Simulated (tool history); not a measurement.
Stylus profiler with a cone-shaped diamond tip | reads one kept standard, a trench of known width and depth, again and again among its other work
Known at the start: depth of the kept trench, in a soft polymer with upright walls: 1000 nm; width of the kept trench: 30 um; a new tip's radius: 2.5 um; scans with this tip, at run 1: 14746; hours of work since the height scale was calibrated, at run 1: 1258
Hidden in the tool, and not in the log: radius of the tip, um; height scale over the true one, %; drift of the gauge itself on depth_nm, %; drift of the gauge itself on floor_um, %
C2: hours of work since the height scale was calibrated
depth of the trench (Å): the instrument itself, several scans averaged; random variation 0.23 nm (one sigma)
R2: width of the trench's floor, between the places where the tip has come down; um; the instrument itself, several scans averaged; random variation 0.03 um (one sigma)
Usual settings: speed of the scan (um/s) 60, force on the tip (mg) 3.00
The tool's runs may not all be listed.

{"run": 1, "hour": 0.0, "speed of the scan (um/s)": 60, "force on the tip (mg)": 3.0, "scans with this tip": 14746, "C2": 1258, "depth of the trench (Å)": 10055.2, "R2": 22.86}
{"run": 2, "hour": 7.7, "speed of the scan (um/s)": 60, "force on the tip (mg)": 3.0, "scans with this tip": 14785, "C2": 1261, "depth of the trench (Å)": 10057.5, "R2": 22.84}
{"run": 3, "hour": 25.3, "speed of the scan (um/s)": 60, "force on the tip (mg)": 3.0, "scans with this tip": 14877, "C2": 1269, "depth of the trench (Å)": 10055.7, "R2": 22.83}
{"run": 4, "hour": 41.4, "speed of the scan (um/s)": 60, "force on the tip (mg)": 3.0, "scans with this tip": 14960, "C2": 1276, "depth of the trench (Å)": 10054.6, "R2": 22.84}
{"run": 5, "hour": 54.9, "speed of the scan (um/s)": 60, "force on the tip (mg)": 3.0, "scans with this tip": 15030, "C2": 1282, "depth of the trench (Å)": 10053.9, "R2": 22.88}
{"run": 6, "hour": 63.1, "speed of the scan (um/s)": 60, "force on the tip (mg)": 3.0, "scans with this tip": 15073, "C2": 1286, "depth of the trench (Å)": 10054.1, "R2": 22.79}
{"run": 7, "hour": 71.7, "speed of the scan (um/s)": 60, "force on the tip (mg)": 3.0, "scans with this tip": 15117, "C2": 1290, "depth of the trench (Å)": 10054.4, "R2": 22.82}
{"run": 8, "hour": 89.1, "speed of the scan (um/s)": 60, "force on the tip (mg)": 3.0, "scans with this tip": 15207, "C2": 1297, "depth of the trench (Å)": 10050.6, "R2": 22.75}
{"run": 9, "hour": 97.9, "speed of the scan (um/s)": 60, "force on the tip (mg)": 3.0, "scans with this tip": 15253, "C2": 1301, "depth of the trench (Å)": 10056.7, "R2": 22.79}
{"hour": 103.7, "done": "new tip fitted, height scale calibrated"}
{"run": 10, "hour": 107.7, "speed of the scan (um/s)": 60, "force on the tip (mg)": 3.0, "scans with this tip": 21, "C2": 2, "depth of the trench (Å)": 10110.2, "R2": 25.65}
{"run": 11, "hour": 124.5, "speed of the scan (um/s)": 60, "force on the tip (mg)": 3.0, "scans with this tip": 108, "C2": 9, "depth of the trench (Å)": 10107.0, "R2": 25.66}
{"run": 12, "hour": 136.6, "speed of the scan (um/s)": 126, "force on the tip (mg)": 3.0, "scans with this tip": 170, "C2": 15, "depth of the trench (Å)": 10107.1, "R2": 25.35}
{"run": 13, "hour": 144.5, "speed of the scan (um/s)": 126, "force on the tip (mg)": 3.0, "scans with this tip": 211, "C2": 18, "depth of the trench (Å)": 10108.2, "R2": 25.28}
{"run": 14, "hour": 155.6, "speed of the scan (um/s)": 126, "force on the tip (mg)": 8.32, "scans with this tip": 269, "C2": 23, "depth of the trench (Å)": 10214.4, "R2": 25.53}
{"run": 15, "hour": 168.3, "speed of the scan (um/s)": 126, "force on the tip (mg)": 8.32, "scans with this tip": 335, "C2": 29, "depth of the trench (Å)": 10211.2, "R2": 25.52}
{"run": 16, "hour": 176.7, "speed of the scan (um/s)": 126, "force on the tip (mg)": 8.32, "scans with this tip": 379, "C2": 32, "depth of the trench (Å)": 10213.6, "R2": 25.44}
{"run": 17, "hour": 189.7, "speed of the scan (um/s)": 126, "force on the tip (mg)": 8.32, "scans with this tip": 445, "C2": 38, "depth of the trench (Å)": 10212.8, "R2": 25.47}
{"run": 18, "hour": 198.0, "speed of the scan (um/s)": 126, "force on the tip (mg)": 8.32, "scans with this tip": 489, "C2": 42, "depth of the trench (Å)": 10215.3, "R2": 25.43}
{"run": 19, "hour": 207.8, "speed of the scan (um/s)": 126, "force on the tip (mg)": 8.32, "scans with this tip": 540, "C2": 46, "depth of the trench (Å)": 10211.9, "R2": 25.44}
{"run": 20, "hour": 224.1, "speed of the scan (um/s)": 60, "force on the tip (mg)": 3.0, "scans with this tip": 624, "C2": 53, "depth of the trench (Å)": 10103.8, "R2": 25.53}

Forecast run 21:
{"run": 21, "hour": 232.1, "speed of the scan (um/s)": 60, "force on the tip (mg)": 3.0, "scans with this tip": 665, "C2": 57, "depth of the trench (Å)": "?", "R2": "?"}

{"run 21": {"depth of the trench (Å)": 10102.7, "R2": 25.5}}
Without the tool's hidden state the same run would have given depth of the trench (Å) 10105.6, R2 25.71 um.
